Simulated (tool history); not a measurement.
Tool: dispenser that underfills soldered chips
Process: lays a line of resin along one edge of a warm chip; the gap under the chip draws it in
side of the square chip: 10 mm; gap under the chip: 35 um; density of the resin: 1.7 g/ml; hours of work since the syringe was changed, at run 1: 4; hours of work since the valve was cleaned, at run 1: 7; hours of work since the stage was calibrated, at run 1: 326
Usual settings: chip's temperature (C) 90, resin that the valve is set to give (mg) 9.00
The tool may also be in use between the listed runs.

run,hour,chip's temperature (C),resin that the valve is set to give (mg),hours of work since the syringe was changed,hours of work since the valve was cleaned,hours of work since the stage was calibrated,time until the resin shows at the far edge (s),resin that the valve gave (mg)
1,0.0,90,9.00,4,7,326,162.8,8.99
2,9.2,90,9.00,11,14,333,304.0,8.96
# hour 10.3: new syringe of resin
3,19.6,90,9.00,7,22,341,214.0,8.92
# hour 26.1: new syringe of resin
4,29.2,88,9.00,2,29,348,148.3,8.85
5,39.9,81,9.00,11,37,356,433.5,8.84
# hour 41.6: new syringe of resin
6,51.4,90,9.00,8,46,365,218.8,8.80
# hour 53.5: dispensing valve cleaned and set on the balance
# hour 58.4: new syringe of resin
7,61.3,90,9.00,2,6,372,136.9,8.97
8,70.7,90,9.00,10,13,379,270.2,8.95
# hour 74.4: new syringe of resin
9,81.0,90,9.00,5,21,387,172.5,8.94
# hour 90.1: new syringe of resin
10,90.1,90,9.00,0,28,394,110.2,8.91
11,95.4,90,9.00,4,32,398,157.9,8.88
12,101.8,90,9.00,9,37,403,249.0,8.86
# hour 106.0: new syringe of resin
13,108.7,90,9.00,2,42,408,132.2,8.82
# hour 116.0: dispensing valve cleaned and set on the balance
14,121.2,90,9.00,11,4,417,293.2,8.99
# hour 122.6: new syringe of resin
15,129.7,90,9.00,6,10,423,178.1,8.95
16,134.9,90,9.00,10,14,427,253.2,8.96
# hour 138.9: new syringe of resin
17,147.9,90,9.00,7,24,437,204.0,8.90
# hour 154.3: new syringe of resin
18,160.7,103,9.00,5,34,446,95.2,8.86
19,167.6,103,9.00,10,39,452,153.6,8.83
# hour 169.8: new syringe of resin
# hour 178.5: dispensing valve cleaned and set on the balance
20,179.1,90,10.75,6,0,460,191.3,10.79
# hour 186.4: new syringe of resin
21,190.0,90,10.75,3,9,468,136.3,10.73
22,201.3,90,10.75,12,17,477,305.2,10.67
# hour 202.2: new syringe of resin
23,214.3,104,11.04,9,27,486,133.8,10.92
# hour 218.2: new syringe of resin
24,224.0,87,10.28,5,35,494,187.7,10.12
# hour 233.6: new syringe of resin
25,235.5,87,10.28,1,43,502,139.3,10.10
# hour 240.7: dispensing valve cleaned and set on the balance
26,246.1,104,11.33,9,4,510,128.5,11.29
# hour 250.4: new syringe of resin
27,255.6,82,7.80,4,11,517,239.1,7.75
28,265.2,82,7.80,11,19,524,453.5,7.71
# hour 266.5: new syringe of resin
29,274.0,82,7.80,6,25,531,270.5,7.69
# hour 282.4: new syringe of resin
30,286.0,100,11.58,3,34,540,87.5,11.41
31,292.2,88,9.00,8,39,545,235.9,8.81
# hour 297.6: new syringe of resin
32,297.6,77,8.56,0,43,549,199.2,8.38
# hour 302.7: dispensing valve cleaned and set on the balance
33,304.7,101,7.61,5,1,553,104.9,7.60
# hour 314.0: new syringe of resin
34,314.0,90,11.21,0,9,560,103.8,11.16
35,324.2,90,11.21,8,16,568,210.1,11.14

The same runs without the tool's hidden state, with the same run-to-run variation:
The hidden state here: resin's viscosity, % of fresh resin's; dose that the valve gives, % of what is set; true chip temperature over the reading, C; drift of the gauge itself on fill_s, %; drift of the gauge itself on given_mg, %.
run,time until the resin shows at the far edge (s),resin that the valve gave (mg)
1,118.5,9.02
2,117.6,9.02
3,119.2,9.00
4,127.6,8.97
5,178.3,9.00
6,116.3,8.99
7,116.6,8.99
8,119.9,9.00
9,116.4,9.02
10,116.4,9.02
11,115.8,9.01
12,116.8,9.00
13,118.5,8.99
14,119.2,9.00
15,117.2,9.00
16,116.5,9.02
17,118.5,9.01
18,65.5,9.01
19,65.4,9.00
20,116.0,10.76
21,114.1,10.74
22,116.4,10.73
23,61.1,11.03
24,131.9,10.26
25,132.4,10.29
26,62.6,11.32
27,180.6,7.80
28,176.8,7.79
29,176.9,7.79
30,73.6,11.61
31,128.7,8.99
32,218.9,8.56
33,75.7,7.61
34,114.6,11.21
35,115.1,11.24
